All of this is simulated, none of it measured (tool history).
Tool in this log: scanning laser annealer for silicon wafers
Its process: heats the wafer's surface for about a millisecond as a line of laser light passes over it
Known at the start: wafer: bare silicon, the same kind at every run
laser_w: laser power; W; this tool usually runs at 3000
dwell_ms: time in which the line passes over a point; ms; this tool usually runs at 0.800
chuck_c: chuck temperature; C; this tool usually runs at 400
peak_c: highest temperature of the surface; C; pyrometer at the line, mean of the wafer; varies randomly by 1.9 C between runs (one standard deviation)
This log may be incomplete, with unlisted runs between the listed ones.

run   hour  laser_w  dwell_ms  chuck_c  peak_c
  1    0.0     3000     0.800      400    1188
  2   10.2     3000     0.800      400    1186
  3   24.0     3000     0.737      400    1159
  4   34.2     3000     0.800      400    1190
  5   50.5     3000     0.800      382    1169
  6   60.7     3000     0.800      382    1171
  7   70.4     2564     0.800      400    1063
  8   81.3     3000     0.697      428    1169
  9   92.3     3000     0.800      431    1218
 10  108.4     3000     0.854      402    1212

Withheld: 1 entry from between the runs. Position of each, and hidden state at the listed run before versus the listed run after:
From run 1 to run 2: window over the wafer cleaned (hour 5.7)
  light that passes the window, % of a clean one's: 99.97 -> 100
